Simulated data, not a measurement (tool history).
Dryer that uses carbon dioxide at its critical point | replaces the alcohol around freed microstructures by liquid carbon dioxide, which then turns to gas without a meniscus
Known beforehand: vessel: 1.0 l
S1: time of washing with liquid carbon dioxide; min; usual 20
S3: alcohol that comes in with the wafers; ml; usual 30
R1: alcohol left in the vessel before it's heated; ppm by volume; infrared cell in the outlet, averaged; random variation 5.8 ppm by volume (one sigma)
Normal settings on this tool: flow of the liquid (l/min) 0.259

Run 1, hour 0: usual settings. Result: R1 419 ppm by volume.
Run 2, hour 66.3: usual settings. Result: R1 459 ppm by volume.
Run 3, hour 98.6: usual settings. Result: R1 464 ppm by volume.
Run 4, hour 147.2: usual settings. Result: R1 484 ppm by volume.
Run 5, hour 195.6: usual settings but flow of the liquid (l/min) 0.385. Result: R1 125 ppm by volume.
Run 6, hour 245.8: usual settings but flow of the liquid (l/min) 0.385. Result: R1 135 ppm by volume.
Run 7, hour 312.8: usual settings but flow of the liquid (l/min) 0.385. Result: R1 149 ppm by volume.
Run 8, hour 382.7: usual settings but flow of the liquid (l/min) 0.32. Result: R1 145 ppm by volume.
Run 9, hour 419.5: usual settings but flow of the liquid (l/min) 0.32. Result: R1 158 ppm by volume.
Run 10, hour 466.8: usual settings but flow of the liquid (l/min) 0.32, S3 89 ml. Result: R1 287 ppm by volume.
Run 11, hour 506.7: usual settings but flow of the liquid (l/min) 0.215, S3 89 ml. Result: R1 1644 ppm by volume.
Run 12, hour 566.8: usual settings but flow of the liquid (l/min) 0.215, S3 89 ml. Result: R1 1754 ppm by volume.
Run 13, hour 596.5: usual settings but flow of the liquid (l/min) 0.215, S3 89 ml. Result: R1 1775 ppm by volume.
Run 14, hour 648.3: usual settings but S1 29 min, flow of the liquid (l/min) 0.192, S3 26 ml. Result: R1 269 ppm by volume.
Run 15, hour 682.2: usual settings but S1 23 min, flow of the liquid (l/min) 0.285, S3 25 ml. Result: R1 174 ppm by volume.
Run 16, hour 738.6: usual settings but S1 28 min, flow of the liquid (l/min) 0.308, S3 81 ml. Result: R1 158 ppm by volume.
Run 17, hour 789.7: usual settings but S1 28 min, flow of the liquid (l/min) 0.308, S3 81 ml. Result: R1 150 ppm by volume.
Run 18, hour 847.4: usual settings but flow of the liquid (l/min) 0.351. Result: R1 178 ppm by volume.
Run 19, hour 887.5: usual settings but S1 26 min, flow of the liquid (l/min) 0.351. Result: R1 131 ppm by volume.
Run 20, hour 935: usual settings but S1 26 min, flow of the liquid (l/min) 0.351. Result: R1 150 ppm by volume.
Run 21, hour 1003.8: usual settings but S1 26 min, flow of the liquid (l/min) 0.351. Result: R1 137 ppm by volume.
Run 22, hour 1047.6: usual settings but S1 26 min, flow of the liquid (l/min) 0.351. Result: R1 149 ppm by volume.
Run 23, hour 1093: usual settings but S1 17 min, flow of the liquid (l/min) 0.263, S3 115 ml. Result: R1 2588 ppm by volume.
Run 24, hour 1136.8: usual settings but S1 17 min, flow of the liquid (l/min) 0.263, S3 39 ml. Result: R1 1004 ppm by volume.
Run 25, hour 1191.7: usual settings but flow of the liquid (l/min) 0.429. Result: R1 160 ppm by volume.

The log once held 1 entry between its listed runs, left out of this copy. Where does each go, and what is different about the tool's unlogged condition between the listed run before it and the listed run after it?
After run 7, before run 8: inlet filter changed (hour 370.6)
  flow that reaches the vessel past the clogged filter, %: 83.4 -> 99.6; alcohol in the recycled carbon dioxide, ppm: 91.8 -> 96.3
  difference, measured minus the result without the unlogged condition, R1: +123 -> +90 ppm by volume

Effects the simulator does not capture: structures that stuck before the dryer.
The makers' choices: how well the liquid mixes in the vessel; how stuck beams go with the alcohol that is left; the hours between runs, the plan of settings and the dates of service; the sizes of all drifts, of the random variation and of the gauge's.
